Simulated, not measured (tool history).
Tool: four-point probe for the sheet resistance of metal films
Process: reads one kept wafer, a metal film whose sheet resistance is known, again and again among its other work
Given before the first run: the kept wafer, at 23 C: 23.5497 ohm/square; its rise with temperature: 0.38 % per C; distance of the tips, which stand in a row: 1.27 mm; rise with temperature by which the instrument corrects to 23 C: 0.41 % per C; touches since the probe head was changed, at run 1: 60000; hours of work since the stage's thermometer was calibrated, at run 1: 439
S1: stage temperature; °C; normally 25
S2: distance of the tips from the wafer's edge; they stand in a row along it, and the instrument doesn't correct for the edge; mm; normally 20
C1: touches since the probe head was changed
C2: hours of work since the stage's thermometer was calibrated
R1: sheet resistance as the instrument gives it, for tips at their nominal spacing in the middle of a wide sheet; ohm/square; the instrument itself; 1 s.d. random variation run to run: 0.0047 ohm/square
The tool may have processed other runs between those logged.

run,hour,S1,S2,C1,C2,R1
1,0.0,25,20,60000,439,23.523241
2,31.4,26,20,61540,464,23.518453
3,44.7,26,20,62194,474,23.526408
4,72.7,26,20,63568,496,23.519551
5,87.5,25,5,64290,508,24.269899
6,110.9,25,5,65442,527,24.279291
7,131.4,25,20,66447,543,23.544327
# hour 133.8: stage's thermometer calibrated
8,160.2,25,20,67835,21,23.535105
9,179.9,25,6,68802,37,24.042010
# hour 190.3: stage's thermometer calibrated, once more
10,193.9,25,6,69462,3,24.069118
11,211.3,25,6,70318,17,24.078746
12,244.0,33,19,71924,43,23.521244
13,259.1,21,4,72661,55,24.762764
14,284.9,31,3,73927,75,25.524689
15,309.7,31,10,75146,95,23.683147
16,332.4,31,10,76259,113,23.688850
17,345.7,31,10,76908,124,23.686504
18,366.8,27,18,77944,140,23.582388
19,391.6,20,4,79161,160,24.776571
20,408.0,19,11,79966,173,23.743898
21,431.7,19,4,81132,192,24.794668

Alternative continuations, all from the tool just after run 21; predict every row:
A,449.2,25,54,81987,206,?
B,449.2,25,4,81987,206,?
C,449.2,25,55,81987,206,?

run,R1
A,23.548076
B,24.753061
C,23.544580
Had the tool no hidden state, the same runs would have come out as:
run,R1
A,23.545075
B,24.749954
C,23.541578
